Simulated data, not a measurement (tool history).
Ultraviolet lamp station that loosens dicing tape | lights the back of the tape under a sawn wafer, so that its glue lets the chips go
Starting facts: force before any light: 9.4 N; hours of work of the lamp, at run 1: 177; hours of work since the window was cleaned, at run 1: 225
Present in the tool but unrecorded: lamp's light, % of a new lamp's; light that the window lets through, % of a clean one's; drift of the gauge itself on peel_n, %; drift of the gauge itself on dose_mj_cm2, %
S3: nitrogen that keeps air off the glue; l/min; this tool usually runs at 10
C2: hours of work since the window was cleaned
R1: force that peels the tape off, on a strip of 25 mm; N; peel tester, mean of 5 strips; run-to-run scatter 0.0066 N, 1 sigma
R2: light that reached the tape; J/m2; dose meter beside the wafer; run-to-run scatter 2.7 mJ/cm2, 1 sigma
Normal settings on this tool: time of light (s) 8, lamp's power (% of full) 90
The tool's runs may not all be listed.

{"run": 1, "hour": 0.0, "time of light (s)": 8, "lamp's power (% of full)": 90, "S3": 10, "hours of work of the lamp": 177, "C2": 225, "R1": 0.305, "R2": 3250}
{"run": 2, "hour": 8.6, "time of light (s)": 8, "lamp's power (% of full)": 90, "S3": 10, "hours of work of the lamp": 182, "C2": 230, "R1": 0.293, "R2": 3260}
{"run": 3, "hour": 14.8, "time of light (s)": 8, "lamp's power (% of full)": 90, "S3": 10, "hours of work of the lamp": 186, "C2": 234, "R1": 0.287, "R2": 3240}
{"run": 4, "hour": 23.8, "time of light (s)": 14, "lamp's power (% of full)": 90, "S3": 10, "hours of work of the lamp": 191, "C2": 239, "R1": 0.068, "R2": 5660}
{"run": 5, "hour": 28.6, "time of light (s)": 14, "lamp's power (% of full)": 90, "S3": 10, "hours of work of the lamp": 194, "C2": 242, "R1": 0.06, "R2": 5680}
{"run": 6, "hour": 36.8, "time of light (s)": 8, "lamp's power (% of full)": 72, "S3": 10, "hours of work of the lamp": 199, "C2": 247, "R1": 0.547, "R2": 2610}
{"run": 7, "hour": 40.9, "time of light (s)": 15, "lamp's power (% of full)": 90, "S3": 10, "hours of work of the lamp": 201, "C2": 249, "R1": 0.06, "R2": 6130}
{"run": 8, "hour": 47.1, "time of light (s)": 8, "lamp's power (% of full)": 90, "S3": 10, "hours of work of the lamp": 204, "C2": 252, "R1": 0.296, "R2": 3230}
{"run": 9, "hour": 52.0, "time of light (s)": 9, "lamp's power (% of full)": 90, "S3": 10, "hours of work of the lamp": 207, "C2": 255, "R1": 0.213, "R2": 3630}
{"run": 10, "hour": 61.7, "time of light (s)": 9, "lamp's power (% of full)": 90, "S3": 10, "hours of work of the lamp": 213, "C2": 261, "R1": 0.214, "R2": 3600}
{"run": 11, "hour": 70.3, "time of light (s)": 9, "lamp's power (% of full)": 90, "S3": 10, "hours of work of the lamp": 218, "C2": 266, "R1": 0.213, "R2": 3660}
{"run": 12, "hour": 74.4, "time of light (s)": 8, "lamp's power (% of full)": 90, "S3": 10, "hours of work of the lamp": 220, "C2": 268, "R1": 0.308, "R2": 3250}
{"run": 13, "hour": 84.1, "time of light (s)": 8, "lamp's power (% of full)": 90, "S3": 10, "hours of work of the lamp": 226, "C2": 274, "R1": 0.315, "R2": 3210}
{"run": 14, "hour": 89.6, "time of light (s)": 8, "lamp's power (% of full)": 90, "S3": 10, "hours of work of the lamp": 229, "C2": 277, "R1": 0.296, "R2": 3200}
{"run": 15, "hour": 98.5, "time of light (s)": 8, "lamp's power (% of full)": 90, "S3": 10, "hours of work of the lamp": 234, "C2": 282, "R1": 0.302, "R2": 3230}
{"run": 16, "hour": 108.0, "time of light (s)": 8, "lamp's power (% of full)": 90, "S3": 10, "hours of work of the lamp": 240, "C2": 288, "R1": 0.315, "R2": 3210}
{"run": 17, "hour": 116.9, "time of light (s)": 6, "lamp's power (% of full)": 79, "S3": 10, "hours of work of the lamp": 245, "C2": 293, "R1": 0.929, "R2": 2100}
{"run": 18, "hour": 126.0, "time of light (s)": 7, "lamp's power (% of full)": 90, "S3": 4, "hours of work of the lamp": 250, "C2": 298, "R1": 0.867, "R2": 2770}
{"run": 19, "hour": 133.5, "time of light (s)": 8, "lamp's power (% of full)": 90, "S3": 8, "hours of work of the lamp": 255, "C2": 303, "R1": 0.38, "R2": 3160}
{"run": 20, "hour": 141.6, "time of light (s)": 7, "lamp's power (% of full)": 98, "S3": 9, "hours of work of the lamp": 259, "C2": 307, "R1": 0.417, "R2": 3030}
{"run": 21, "hour": 146.8, "time of light (s)": 8, "lamp's power (% of full)": 90, "S3": 14, "hours of work of the lamp": 262, "C2": 310, "R1": 0.267, "R2": 3190}
{"run": 22, "hour": 156.5, "time of light (s)": 5, "lamp's power (% of full)": 66, "S3": 10, "hours of work of the lamp": 268, "C2": 316, "R1": 1.868, "R2": 1440}
{"run": 23, "hour": 163.0, "time of light (s)": 5, "lamp's power (% of full)": 66, "S3": 10, "hours of work of the lamp": 272, "C2": 320, "R1": 1.912, "R2": 1470}
{"run": 24, "hour": 168.5, "time of light (s)": 5, "lamp's power (% of full)": 66, "S3": 10, "hours of work of the lamp": 275, "C2": 323, "R1": 1.91, "R2": 1440}
{"run": 25, "hour": 178.0, "time of light (s)": 5, "lamp's power (% of full)": 66, "S3": 6, "hours of work of the lamp": 280, "C2": 329, "R1": 2.329, "R2": 1420}
{"run": 26, "hour": 184.6, "time of light (s)": 8, "lamp's power (% of full)": 90, "S3": 3, "hours of work of the lamp": 284, "C2": 332, "R1": 0.841, "R2": 3110}
{"run": 27, "hour": 192.7, "time of light (s)": 12, "lamp's power (% of full)": 68, "S3": 10, "hours of work of the lamp": 289, "C2": 337, "R1": 0.238, "R2": 3560}
{"run": 28, "hour": 201.2, "time of light (s)": 12, "lamp's power (% of full)": 68, "S3": 10, "hours of work of the lamp": 294, "C2": 342, "R1": 0.222, "R2": 3490}
{"run": 29, "hour": 206.4, "time of light (s)": 12, "lamp's power (% of full)": 68, "S3": 10, "hours of work of the lamp": 297, "C2": 345, "R1": 0.239, "R2": 3490}
{"run": 30, "hour": 214.4, "time of light (s)": 12, "lamp's power (% of full)": 68, "S3": 10, "hours of work of the lamp": 302, "C2": 350, "R1": 0.238, "R2": 3530}
{"run": 31, "hour": 221.5, "time of light (s)": 5, "lamp's power (% of full)": 70, "S3": 10, "hours of work of the lamp": 306, "C2": 354, "R1": 1.792, "R2": 1520}
{"run": 32, "hour": 227.5, "time of light (s)": 14, "lamp's power (% of full)": 87, "S3": 10, "hours of work of the lamp": 309, "C2": 357, "R1": 0.089, "R2": 5240}

Predict each of these 4 candidate next runs independently; none follows another, all start after run 32:
{"run": "A", "hour": 236.6, "time of light (s)": 14, "lamp's power (% of full)": 87, "S3": 7, "hours of work of the lamp": 314, "C2": 362, "R1": "?", "R2": "?"}
{"run": "B", "hour": 236.6, "time of light (s)": 16, "lamp's power (% of full)": 90, "S3": 10, "hours of work of the lamp": 314, "C2": 362, "R1": "?", "R2": "?"}
{"run": "C", "hour": 236.6, "time of light (s)": 10, "lamp's power (% of full)": 78, "S3": 5, "hours of work of the lamp": 314, "C2": 362, "R1": "?", "R2": "?"}
{"run": "D", "hour": 236.6, "time of light (s)": 8, "lamp's power (% of full)": 67, "S3": 7, "hours of work of the lamp": 314, "C2": 362, "R1": "?", "R2": "?"}

run=A R1=0.093 R2=5230
run=B R1=0.066 R2=6190
run=C R1=0.463 R2=3360
run=D R1=0.945 R2=2270
Stripped of hidden state, with their random variation kept, the same runs would have yielded:
run=A R1=0.066 R2=6110
run=B R1=0.060 R2=7240
run=C R1=0.294 R2=3930
run=D R1=0.656 R2=2660
